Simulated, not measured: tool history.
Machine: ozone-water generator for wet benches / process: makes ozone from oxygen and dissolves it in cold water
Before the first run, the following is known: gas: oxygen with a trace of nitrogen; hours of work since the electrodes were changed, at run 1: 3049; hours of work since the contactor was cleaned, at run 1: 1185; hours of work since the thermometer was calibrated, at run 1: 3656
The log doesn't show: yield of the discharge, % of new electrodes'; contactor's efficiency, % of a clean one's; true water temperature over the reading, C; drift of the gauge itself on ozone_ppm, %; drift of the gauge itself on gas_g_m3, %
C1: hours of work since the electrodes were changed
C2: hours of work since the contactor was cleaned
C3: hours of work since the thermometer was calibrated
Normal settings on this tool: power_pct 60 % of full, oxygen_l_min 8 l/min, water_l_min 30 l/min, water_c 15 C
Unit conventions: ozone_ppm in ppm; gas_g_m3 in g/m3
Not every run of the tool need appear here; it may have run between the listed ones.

run 1 day=0 | power_pct=60 oxygen_l_min=8 water_l_min=30 water_c=15 | C1=3049 C2=1185 C3=3656 | ozone_ppm=15.9 gas_g_m3=133.7
run 2 day=6.429 | power_pct=60 oxygen_l_min=5.27 water_l_min=30 water_c=15 | C1=3179 C2=1315 C3=3786 | ozone_ppm=14.5 gas_g_m3=159
run 3 day=13.196 | power_pct=60 oxygen_l_min=5.27 water_l_min=30 water_c=15 | C1=3316 C2=1452 C3=3922 | ozone_ppm=14.4 gas_g_m3=156.9
run 4 day=18.825 | power_pct=60 oxygen_l_min=5.27 water_l_min=30 water_c=15 | C1=3430 C2=1566 C3=4036 | ozone_ppm=14.3 gas_g_m3=157.4
run 5 day=23.588 | power_pct=60 oxygen_l_min=8 water_l_min=30 water_c=15 | C1=3526 C2=1662 C3=4133 | ozone_ppm=15.8 gas_g_m3=130.5
-- day=26.8 water thermometer calibrated
run 6 day=31.008 | power_pct=60 oxygen_l_min=8 water_l_min=30 water_c=15 | C1=3676 C2=1812 C3=85 | ozone_ppm=15.3 gas_g_m3=129.7
run 7 day=38.067 | power_pct=60 oxygen_l_min=8 water_l_min=30 water_c=15 | C1=3818 C2=1954 C3=228 | ozone_ppm=15.5 gas_g_m3=128.4
run 8 day=45.146 | power_pct=60 oxygen_l_min=8 water_l_min=30 water_c=15 | C1=3961 C2=2097 C3=371 | ozone_ppm=15.2 gas_g_m3=129.1
run 9 day=51.683 | power_pct=60 oxygen_l_min=8 water_l_min=45 water_c=15 | C1=4094 C2=2230 C3=503 | ozone_ppm=10.5 gas_g_m3=128
run 10 day=57.338 | power_pct=60 oxygen_l_min=8 water_l_min=30 water_c=15 | C1=4208 C2=2344 C3=617 | ozone_ppm=15 gas_g_m3=127.8
run 11 day=63.454 | power_pct=60 oxygen_l_min=8 water_l_min=30 water_c=15 | C1=4332 C2=2467 C3=741 | ozone_ppm=15 gas_g_m3=128
run 12 day=69.838 | power_pct=60 oxygen_l_min=8 water_l_min=30 water_c=15 | C1=4461 C2=2596 C3=870 | ozone_ppm=14.5 gas_g_m3=126.9
run 13 day=77.096 | power_pct=60 oxygen_l_min=8 water_l_min=30 water_c=15 | C1=4607 C2=2743 C3=1017 | ozone_ppm=14.6 gas_g_m3=125.8
run 14 day=84.175 | power_pct=60 oxygen_l_min=8 water_l_min=30 water_c=15 | C1=4750 C2=2886 C3=1160 | ozone_ppm=14.4 gas_g_m3=124.8
run 15 day=90.138 | power_pct=60 oxygen_l_min=8 water_l_min=30 water_c=15 | C1=4871 C2=3007 C3=1280 | ozone_ppm=14.4 gas_g_m3=123.6
run 16 day=94.546 | power_pct=60 oxygen_l_min=8 water_l_min=30 water_c=14 | C1=4960 C2=3096 C3=1369 | ozone_ppm=14.6 gas_g_m3=125
run 17 day=102.058 | power_pct=60 oxygen_l_min=11.98 water_l_min=21 water_c=15 | C1=5112 C2=3248 C3=1521 | ozone_ppm=18.9 gas_g_m3=104.3
run 18 day=106.117 | power_pct=60 oxygen_l_min=8 water_l_min=30 water_c=10 | C1=5194 C2=3330 C3=1603 | ozone_ppm=15.3 gas_g_m3=123.6
run 19 day=110.267 | power_pct=60 oxygen_l_min=8 water_l_min=30 water_c=10 | C1=5278 C2=3414 C3=1687 | ozone_ppm=15.1 gas_g_m3=123.1
run 20 day=114.992 | power_pct=60 oxygen_l_min=5.07 water_l_min=35 water_c=15 | C1=5373 C2=3509 C3=1783 | ozone_ppm=11.2 gas_g_m3=149.7
-- day=118.425 contactor cleaned
run 21 day=119.833 | power_pct=60 oxygen_l_min=6.74 water_l_min=35 water_c=20 | C1=5468 C2=28 C3=1877 | ozone_ppm=11.8 gas_g_m3=130.7
run 22 day=123.025 | power_pct=96 oxygen_l_min=5.37 water_l_min=32 water_c=20 | C1=5532 C2=93 C3=1942 | ozone_ppm=17.3 gas_g_m3=207
run 23 day=126.071 | power_pct=96 oxygen_l_min=5.37 water_l_min=32 water_c=20 | C1=5594 C2=155 C3=2003 | ozone_ppm=17.1 gas_g_m3=207.4
run 24 day=131.025 | power_pct=60 oxygen_l_min=8 water_l_min=30 water_c=22 | C1=5694 C2=255 C3=2103 | ozone_ppm=13.1 gas_g_m3=121.8
run 25 day=138.371 | power_pct=60 oxygen_l_min=8 water_l_min=30 water_c=22 | C1=5843 C2=403 C3=2252 | ozone_ppm=13.1 gas_g_m3=120.7
run 26 day=145.746 | power_pct=58 oxygen_l_min=7.6 water_l_min=39 water_c=12 | C1=5992 C2=552 C3=2401 | ozone_ppm=11.5 gas_g_m3=119.8
run 27 day=150.638 | power_pct=58 oxygen_l_min=7.6 water_l_min=41 water_c=12 | C1=6090 C2=651 C3=2500 | ozone_ppm=11 gas_g_m3=119.8
run 28 day=155.533 | power_pct=60 oxygen_l_min=6.51 water_l_min=22 water_c=19 | C1=6189 C2=750 C3=2599 | ozone_ppm=16.6 gas_g_m3=130.8
run 29 day=161.567 | power_pct=93 oxygen_l_min=4.67 water_l_min=42 water_c=11 | C1=6311 C2=872 C3=2721 | ozone_ppm=12.8 gas_g_m3=205.3
run 30 day=167.262 | power_pct=93 oxygen_l_min=4.67 water_l_min=42 water_c=11 | C1=6427 C2=987 C3=2836 | ozone_ppm=12.7 gas_g_m3=203.5
run 31 day=170.396 | power_pct=93 oxygen_l_min=8.09 water_l_min=42 water_c=11 | C1=6490 C2=1051 C3=2899 | ozone_ppm=15 gas_g_m3=160.8
run 32 day=175.175 | power_pct=93 oxygen_l_min=8.09 water_l_min=42 water_c=11 | C1=6586 C2=1147 C3=2996 | ozone_ppm=15 gas_g_m3=159.3

Measured minus without-hidden-state, run by run (identical run-to-run variation in each term; gauge scatter may differ):
run=1 ozone_ppm=-2.1 gas_g_m3=-14.2
run=2 ozone_ppm=-1.9 gas_g_m3=-17.8
run=3 ozone_ppm=-2.1 gas_g_m3=-18.4
run=4 ozone_ppm=-2.2 gas_g_m3=-19.1
run=5 ozone_ppm=-2.4 gas_g_m3=-16.3
run=6 ozone_ppm=-2.4 gas_g_m3=-17
run=7 ozone_ppm=-2.5 gas_g_m3=-17.5
run=8 ozone_ppm=-2.7 gas_g_m3=-18.6
run=9 ozone_ppm=-2 gas_g_m3=-18.9
run=10 ozone_ppm=-2.9 gas_g_m3=-19.5
run=11 ozone_ppm=-2.9 gas_g_m3=-20.1
run=12 ozone_ppm=-3 gas_g_m3=-20.7
run=13 ozone_ppm=-3.1 gas_g_m3=-21.2
run=14 ozone_ppm=-3.2 gas_g_m3=-21.8
run=15 ozone_ppm=-3.3 gas_g_m3=-22.5
run=16 ozone_ppm=-3.4 gas_g_m3=-22.8
run=17 ozone_ppm=-4.4 gas_g_m3=-19.9
run=18 ozone_ppm=-3.8 gas_g_m3=-23.9
run=19 ozone_ppm=-3.9 gas_g_m3=-24.5
run=20 ozone_ppm=-3 gas_g_m3=-30.3
run=21 ozone_ppm=-2.5 gas_g_m3=-27.2
run=22 ozone_ppm=-5.6 gas_g_m3=-66.3
run=23 ozone_ppm=-5.6 gas_g_m3=-67.1
run=24 ozone_ppm=-2.9 gas_g_m3=-26.4
run=25 ozone_ppm=-3.1 gas_g_m3=-27.2
run=26 ozone_ppm=-2.7 gas_g_m3=-26.7
run=27 ozone_ppm=-2.6 gas_g_m3=-27.2
run=28 ozone_ppm=-4.2 gas_g_m3=-31.5
run=29 ozone_ppm=-5 gas_g_m3=-75.4
run=30 ozone_ppm=-5 gas_g_m3=-76.3
run=31 ozone_ppm=-6 gas_g_m3=-61.2
run=32 ozone_ppm=-6.2 gas_g_m3=-61.8

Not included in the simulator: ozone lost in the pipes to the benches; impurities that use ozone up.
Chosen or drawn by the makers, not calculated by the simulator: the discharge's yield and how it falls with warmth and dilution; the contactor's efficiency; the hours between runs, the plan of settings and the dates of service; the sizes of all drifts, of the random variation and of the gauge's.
